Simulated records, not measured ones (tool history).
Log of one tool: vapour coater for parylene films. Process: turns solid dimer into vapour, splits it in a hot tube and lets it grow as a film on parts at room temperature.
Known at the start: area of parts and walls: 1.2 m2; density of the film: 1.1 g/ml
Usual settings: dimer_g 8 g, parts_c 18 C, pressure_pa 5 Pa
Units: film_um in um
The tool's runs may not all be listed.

Run 1, hour 0: usual settings. Result: film_um 3.57 um.
Run 2, hour 38.4: usual settings. Result: film_um 3.46 um.
Run 3, hour 74.6: usual settings but pressure_pa 3.16 Pa. Result: film_um 3.64 um.
Run 4, hour 111.4: usual settings but pressure_pa 3.16 Pa. Result: film_um 3.59 um.
Run 5, hour 140.5: usual settings. Result: film_um 3.44 um.
At hour 156.7: trap's valve overhauled.
Run 6, hour 161.9: usual settings. Result: film_um 3.65 um.
Run 7, hour 188.4: usual settings. Result: film_um 3.65 um.
Run 8, hour 214.8: usual settings but dimer_g 5 g, parts_c 20 C, pressure_pa 3.57 Pa. Result: film_um 2.15 um.
Run 9, hour 240.6: usual settings but dimer_g 9 g, parts_c 17 C, pressure_pa 4.71 Pa. Result: film_um 4.21 um.
At hour 244: table's thermometer calibrated.
Run 10, hour 279.6: usual settings but dimer_g 9 g, parts_c 17 C, pressure_pa 4.71 Pa. Result: film_um 4.17 um.
Run 11, hour 300.3: usual settings but parts_c 13 C. Result: film_um 4.22 um.
Run 12, hour 340.3: usual settings but parts_c 28 C, pressure_pa 3.66 Pa. Result: film_um 2.48 um.
Run 13, hour 362.9: usual settings but dimer_g 4 g, parts_c 27 C, pressure_pa 10.94 Pa. Result: film_um 1.14 um.

4 ways to go on from here, each from the tool as it stands after run 13. What would each give?
Run A, hour 380.8: usual settings but dimer_g 10 g, parts_c 27 C, pressure_pa 10.94 Pa. Result: film_um ?.
Run B, hour 380.8: usual settings but dimer_g 12 g, parts_c 14 C. Result: film_um ?.
Run C, hour 380.8: usual settings but dimer_g 4 g, parts_c 14 C, pressure_pa 3.57 Pa. Result: film_um ?.
Run D, hour 380.8: usual settings but parts_c 17 C, pressure_pa 2.27 Pa. Result: film_um ?.

run  film_um
  A     2.83
  B     6.05
  C     2.06
  D     3.81
Without the tool's hidden state the same runs would have given:
run  film_um
  A     3.07
  B     6.56
  C     2.23
  D     4.13
